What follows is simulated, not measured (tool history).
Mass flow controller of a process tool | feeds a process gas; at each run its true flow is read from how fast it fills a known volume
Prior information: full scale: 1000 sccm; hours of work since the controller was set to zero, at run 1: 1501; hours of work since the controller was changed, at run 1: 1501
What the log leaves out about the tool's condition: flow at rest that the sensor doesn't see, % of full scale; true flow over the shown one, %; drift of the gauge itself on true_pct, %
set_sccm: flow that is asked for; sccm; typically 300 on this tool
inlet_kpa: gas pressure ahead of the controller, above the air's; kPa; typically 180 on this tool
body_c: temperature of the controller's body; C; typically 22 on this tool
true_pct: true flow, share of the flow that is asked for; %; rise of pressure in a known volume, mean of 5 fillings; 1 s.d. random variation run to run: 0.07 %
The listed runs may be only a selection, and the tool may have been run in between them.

run	day	set_sccm	inlet_kpa	body_c	hours of work since the controller was set to zero	hours of work since the controller was changed	true_pct
1	0.000	300	180	22	1501	1501	99.70
2	13.646	300	180	22	1642	1642	99.91
3	27.338	300	205	22	1783	1783	100.08
4	40.600	300	214	22	1920	1920	100.23
5	54.154	300	180	22	2060	2060	100.47
6	64.238	300	180	22	2164	2164	100.63
7	79.783	300	180	22	2325	2325	100.95
8	92.079	300	180	27	2452	2452	101.38
9	103.067	300	198	27	2565	2565	101.58
10	115.162	300	198	27	2690	2690	101.73
11	128.388	300	198	29	2826	2826	102.12
12	146.583	300	198	29	3014	3014	102.44
13	158.088	300	180	33	3133	3133	102.72
14	176.150	300	180	29	3319	3319	102.78
15	187.258	300	175	22	3434	3434	102.60
16	203.708	300	175	22	3604	3604	102.65
17	212.038	300	175	38	3690	3690	103.92
18	220.304	300	175	38	3775	3775	104.12
19	239.154	300	175	38	3969	3969	104.29
20	257.288	300	153	22	4157	4157	103.66
21	274.900	300	252	34	4338	4338	104.15
22	291.012	300	203	35	4505	4505	104.76
23	308.096	300	203	35	4681	4681	104.96
# day 309.358: controller's zero set anew
24	316.200	911	190	26	71	4764	104.45
25	331.071	911	190	26	224	4918	104.68
26	341.233	972	171	35	329	5023	105.36
27	357.929	972	171	30	501	5195	105.38
28	374.154	972	171	30	669	5362	105.36
29	393.108	972	225	24	864	5558	104.91
30	410.654	101	274	22	1045	5739	123.01
# day 422.875: controller's zero set anew, once more
31	425.562	730	186	29	28	5893	102.35
32	438.733	300	248	21	164	6029	100.51
33	452.008	300	248	21	301	6166	100.67

What if the next run were any one of these 3? Each begins from the tool's condition after run 33:
A	466.954	300	255	28	455	6320	?
B	466.954	501	249	40	455	6320	?
C	466.954	550	243	22	455	6320	?

run	true_pct
A	101.33
B	102.42
C	101.49
With no hidden state in the tool, these same runs would have given:
run	true_pct
A	97.72
B	99.02
C	98.12
